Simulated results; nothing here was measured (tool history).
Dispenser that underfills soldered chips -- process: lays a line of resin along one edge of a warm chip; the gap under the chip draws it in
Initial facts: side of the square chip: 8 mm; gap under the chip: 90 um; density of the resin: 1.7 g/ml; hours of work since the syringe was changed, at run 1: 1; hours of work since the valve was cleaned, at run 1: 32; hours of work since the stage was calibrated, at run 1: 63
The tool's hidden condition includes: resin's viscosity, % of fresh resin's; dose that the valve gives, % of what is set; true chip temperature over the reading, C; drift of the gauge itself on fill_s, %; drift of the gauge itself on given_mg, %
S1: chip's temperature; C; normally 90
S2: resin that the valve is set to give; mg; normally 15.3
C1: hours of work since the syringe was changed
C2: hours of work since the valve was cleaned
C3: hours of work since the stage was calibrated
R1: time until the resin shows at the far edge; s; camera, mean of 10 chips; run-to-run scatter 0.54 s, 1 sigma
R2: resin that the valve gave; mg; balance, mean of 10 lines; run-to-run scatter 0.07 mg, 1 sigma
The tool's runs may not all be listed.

run 1 hour=0.0 | S1=90 S2=15.3 | C1=1 C2=32 C3=63 | R1=47.9 R2=14.82
run 2 hour=3.9 | S1=90 S2=13.7 | C1=4 C2=35 C3=66 | R1=56.4 R2=13.32
run 3 hour=8.2 | S1=90 S2=15.5 | C1=7 C2=39 C3=70 | R1=65.2 R2=15.10
-- hour=10.7 new syringe of resin
run 4 hour=14.3 | S1=90 S2=13.6 | C1=3 C2=43 C3=74 | R1=51.4 R2=13.12
run 5 hour=19.2 | S1=78 S2=15.3 | C1=7 C2=47 C3=78 | R1=104.2 R2=14.69
-- hour=22.8 new syringe of resin
run 6 hour=22.8 | S1=90 S2=15.3 | C1=0 C2=50 C3=81 | R1=42.9 R2=14.60
run 7 hour=25.3 | S1=90 S2=14.9 | C1=2 C2=52 C3=83 | R1=48.4 R2=14.32
run 8 hour=28.7 | S1=89 S2=14.9 | C1=5 C2=54 C3=85 | R1=58.8 R2=14.16
run 9 hour=34.2 | S1=89 S2=14.9 | C1=9 C2=58 C3=89 | R1=74.6 R2=14.17
-- hour=34.9 new syringe of resin
run 10 hour=37.3 | S1=89 S2=14.9 | C1=2 C2=61 C3=92 | R1=50.5 R2=14.29
run 11 hour=40.9 | S1=89 S2=14.9 | C1=5 C2=63 C3=94 | R1=59.2 R2=14.12
-- hour=46.9 new syringe of resin
run 12 hour=47.1 | S1=89 S2=14.9 | C1=0 C2=68 C3=99 | R1=47.9 R2=14.20
run 13 hour=49.6 | S1=89 S2=14.9 | C1=2 C2=70 C3=101 | R1=53.0 R2=14.02
run 14 hour=55.2 | S1=90 S2=17.8 | C1=6 C2=74 C3=105 | R1=61.3 R2=16.79
-- hour=58.9 new syringe of resin
run 15 hour=60.2 | S1=95 S2=15.3 | C1=1 C2=78 C3=109 | R1=36.5 R2=14.35
-- hour=63.3 dispensing valve cleaned and set on the balance
run 16 hour=65.8 | S1=95 S2=15.3 | C1=5 C2=2 C3=113 | R1=44.2 R2=15.30
run 17 hour=69.4 | S1=95 S2=15.3 | C1=7 C2=5 C3=115 | R1=50.7 R2=15.24
-- hour=72.1 new syringe of resin
run 18 hour=74.2 | S1=90 S2=15.3 | C1=2 C2=8 C3=119 | R1=48.1 R2=15.26
run 19 hour=77.9 | S1=97 S2=15.3 | C1=5 C2=11 C3=122 | R1=41.0 R2=15.18
run 20 hour=82.9 | S1=97 S2=15.3 | C1=8 C2=15 C3=126 | R1=49.9 R2=15.04
-- hour=83.9 new syringe of resin
run 21 hour=87.1 | S1=97 S2=13.5 | C1=2 C2=18 C3=129 | R1=37.5 R2=13.32
run 22 hour=90.3 | S1=104 S2=17.9 | C1=5 C2=21 C3=131 | R1=30.4 R2=17.64
run 23 hour=93.0 | S1=80 S2=13.1 | C1=7 C2=23 C3=133 | R1=99.7 R2=12.95
-- hour=96.0 new syringe of resin
run 24 hour=99.2 | S1=85 S2=15.4 | C1=2 C2=27 C3=138 | R1=62.6 R2=15.18
run 25 hour=102.9 | S1=81 S2=15.3 | C1=5 C2=30 C3=141 | R1=86.6 R2=14.94
-- hour=108.2 new syringe of resin
run 26 hour=108.8 | S1=81 S2=15.3 | C1=0 C2=34 C3=145 | R1=66.3 R2=14.90
run 27 hour=113.9 | S1=81 S2=15.3 | C1=4 C2=38 C3=149 | R1=80.8 R2=14.82
run 28 hour=119.4 | S1=81 S2=15.3 | C1=9 C2=43 C3=153 | R1=100.1 R2=14.95
-- hour=120.3 new syringe of resin
run 29 hour=125.5 | S1=100 S2=13.7 | C1=4 C2=47 C3=158 | R1=36.2 R2=13.09
run 30 hour=131.5 | S1=102 S2=15.1 | C1=9 C2=52 C3=162 | R1=42.0 R2=14.50
-- hour=132.2 new syringe of resin
run 31 hour=137.5 | S1=102 S2=15.1 | C1=4 C2=56 C3=167 | R1=32.8 R2=14.48
run 32 hour=140.3 | S1=90 S2=18.8 | C1=6 C2=58 C3=169 | R1=57.3 R2=18.03
-- hour=144.5 new syringe of resin
run 33 hour=146.5 | S1=97 S2=18.8 | C1=2 C2=63 C3=174 | R1=35.8 R2=18.04
run 34 hour=152.0 | S1=86 S2=18.3 | C1=6 C2=67 C3=178 | R1=71.3 R2=17.33
-- hour=156.8 new syringe of resin
run 35 hour=158.2 | S1=95 S2=16.1 | C1=1 C2=72 C3=183 | R1=36.2 R2=15.29
run 36 hour=161.7 | S1=85 S2=13.7 | C1=4 C2=75 C3=185 | R1=66.9 R2=12.93

Same runs, no hidden state in the tool, same run-to-run variation:
run=1 R1=45.9 R2=15.22
run=2 R1=46.3 R2=13.72
run=3 R1=45.2 R2=15.60
run=4 R1=44.5 R2=13.59
run=5 R1=74.9 R2=15.26
run=6 R1=43.6 R2=15.20
run=7 R1=44.5 R2=14.92
run=8 R1=47.1 R2=14.80
run=9 R1=48.4 R2=14.85
run=10 R1=46.6 R2=15.00
run=11 R1=47.5 R2=14.86
run=12 R1=47.8 R2=15.00
run=13 R1=47.8 R2=14.83
run=14 R1=44.6 R2=17.82
run=15 R1=35.9 R2=15.27
run=16 R1=36.7 R2=15.32
run=17 R1=36.6 R2=15.28
run=18 R1=45.7 R2=15.35
run=19 R1=33.5 R2=15.30
run=20 R1=33.4 R2=15.21
run=21 R1=34.3 R2=13.49
run=22 R1=24.3 R2=17.91
run=23 R1=72.0 R2=13.17
run=24 R1=56.6 R2=15.49
run=25 R1=67.8 R2=15.27
run=26 R1=67.7 R2=15.29
run=27 R1=67.4 R2=15.25
run=28 R1=67.1 R2=15.43
run=29 R1=30.3 R2=13.56
run=30 R1=27.7 R2=15.08
run=31 R1=27.8 R2=15.10
run=32 R1=43.9 R2=18.83
run=33 R1=33.6 R2=18.92
run=34 R1=53.9 R2=18.23
run=35 R1=36.0 R2=16.14
run=36 R1=57.6 R2=13.68
